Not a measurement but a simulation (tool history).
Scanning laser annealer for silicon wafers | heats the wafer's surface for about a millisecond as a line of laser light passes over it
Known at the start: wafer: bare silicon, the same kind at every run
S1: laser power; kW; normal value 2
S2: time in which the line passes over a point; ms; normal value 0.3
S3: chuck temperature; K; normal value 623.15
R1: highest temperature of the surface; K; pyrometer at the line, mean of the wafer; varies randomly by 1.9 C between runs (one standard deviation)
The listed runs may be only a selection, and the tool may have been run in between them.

{"run": 1, "hour": 0.0, "S1": 2, "S2": 0.3, "S3": 623.15, "R1": 1451.15}
{"run": 2, "hour": 18.7, "S1": 2, "S2": 0.3, "S3": 623.15, "R1": 1447.15}
{"run": 3, "hour": 44.4, "S1": 2, "S2": 0.3, "S3": 623.15, "R1": 1446.15}
{"run": 4, "hour": 79.5, "S1": 2, "S2": 0.3, "S3": 624.15, "R1": 1447.15}
{"run": 5, "hour": 112.5, "S1": 2, "S2": 0.3, "S3": 624.15, "R1": 1449.15}
{"run": 6, "hour": 147.5, "S1": 2, "S2": 0.3, "S3": 660.15, "R1": 1484.15}
{"run": 7, "hour": 184.3, "S1": 2, "S2": 0.3, "S3": 602.15, "R1": 1426.15}
{"run": 8, "hour": 202.8, "S1": 2, "S2": 0.3, "S3": 602.15, "R1": 1425.15}
{"hour": 207.9, "done": "laser's power meter calibrated"}
{"run": 9, "hour": 230.3, "S1": 2, "S2": 0.3, "S3": 602.15, "R1": 1425.15}
{"run": 10, "hour": 253.2, "S1": 2, "S2": 0.38, "S3": 623.15, "R1": 1554.15}
{"run": 11, "hour": 271.7, "S1": 2, "S2": 0.354, "S3": 661.15, "R1": 1558.15}
{"run": 12, "hour": 309.7, "S1": 2, "S2": 0.3, "S3": 613.15, "R1": 1433.15}
{"hour": 317.8, "done": "window over the wafer cleaned"}
{"run": 13, "hour": 330.7, "S1": 2, "S2": 0.3, "S3": 613.15, "R1": 1446.15}
{"hour": 344.1, "done": "laser's power meter calibrated, once more"}
{"run": 14, "hour": 375.8, "S1": 2.114, "S2": 0.259, "S3": 642.15, "R1": 1457.15}
{"run": 15, "hour": 411.1, "S1": 2, "S2": 0.3, "S3": 620.15, "R1": 1459.15}
{"run": 16, "hour": 443.1, "S1": 1.935, "S2": 0.258, "S3": 595.15, "R1": 1342.15}
{"run": 17, "hour": 467.1, "S1": 1.892, "S2": 0.283, "S3": 659.15, "R1": 1423.15}
{"run": 18, "hour": 505.4, "S1": 1.892, "S2": 0.283, "S3": 659.15, "R1": 1423.15}
{"run": 19, "hour": 545.4, "S1": 1.892, "S2": 0.283, "S3": 659.15, "R1": 1426.15}
{"run": 20, "hour": 580.2, "S1": 1.892, "S2": 0.361, "S3": 643.15, "R1": 1513.15}

4 ways to go on from here, each from the tool as it stands after run 20. What would each give?
{"run": "A", "hour": 613.0, "S1": 1.735, "S2": 0.361, "S3": 643.15, "R1": "?"}
{"run": "B", "hour": 613.0, "S1": 1.892, "S2": 0.361, "S3": 649.15, "R1": "?"}
{"run": "C", "hour": 613.0, "S1": 2, "S2": 0.3, "S3": 628.15, "R1": "?"}
{"run": "D", "hour": 613.0, "S1": 1.892, "S2": 0.243, "S3": 643.15, "R1": "?"}

run=A R1=1441.15
run=B R1=1518.15
run=C R1=1462.15
run=D R1=1347.15
Without the tool's hidden state the same runs would have given:
run=A R1=1453.15
run=B R1=1531.15
run=C R1=1474.15
run=D R1=1357.15

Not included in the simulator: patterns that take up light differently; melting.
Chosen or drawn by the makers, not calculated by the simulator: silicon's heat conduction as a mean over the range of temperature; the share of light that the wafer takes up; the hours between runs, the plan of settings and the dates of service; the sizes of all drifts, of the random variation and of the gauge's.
